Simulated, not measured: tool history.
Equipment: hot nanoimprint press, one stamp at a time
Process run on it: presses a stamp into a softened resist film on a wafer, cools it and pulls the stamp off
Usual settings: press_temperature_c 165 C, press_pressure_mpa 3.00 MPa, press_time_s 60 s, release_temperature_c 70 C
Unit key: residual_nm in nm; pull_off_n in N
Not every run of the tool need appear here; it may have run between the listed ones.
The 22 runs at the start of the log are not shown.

| run | hour | press_temperature_c | press_pressure_mpa | press_time_s | release_temperature_c | residual_nm | pull_off_n |
|---|---|---|---|---|---|---|---|
| 23 | 1140.7 | 161 | 3.52 | 91 | 57 | 179.2 | 268 |
|  | 1153.5 | stamp cleaned and given a new release coat |
| 24 | 1204.4 | 161 | 3.52 | 91 | 57 | 177.2 | 199 |
| 25 | 1238.2 | 161 | 3.52 | 91 | 57 | 176.9 | 199 |
| 26 | 1303.8 | 171 | 4.06 | 107 | 63 | 77.9 | 195 |
| 27 | 1354.9 | 161 | 4.06 | 107 | 63 | 150.3 | 200 |
| 28 | 1422.8 | 154 | 3.00 | 60 | 61 | 327.7 | 208 |
| 29 | 1470.0 | 154 | 3.00 | 60 | 61 | 327.1 | 223 |
| 30 | 1539.8 | 161 | 3.00 | 52 | 70 | 226.1 | 190 |

4 ways to go on from here, each from the tool as it stands after run 30. What would each give?
| A | 1570.0 | 165 | 3.00 | 60 | 59 | ? | ? |
| B | 1570.0 | 161 | 3.00 | 60 | 70 | ? | ? |
| C | 1570.0 | 167 | 3.00 | 52 | 70 | ? | ? |
| D | 1570.0 | 166 | 3.00 | 53 | 57 | ? | ? |

| run | residual_nm | pull_off_n |
|---|---|---|
| A | 165.5 | 249 |
| B | 214.8 | 198 |
| C | 155.6 | 195 |
| D | 164.5 | 259 |
Without the tool's hidden state the same runs would have given:
| run | residual_nm | pull_off_n |
|---|---|---|
| A | 174.4 | 186 |
| B | 226.2 | 149 |
| C | 163.8 | 146 |
| D | 173.2 | 193 |
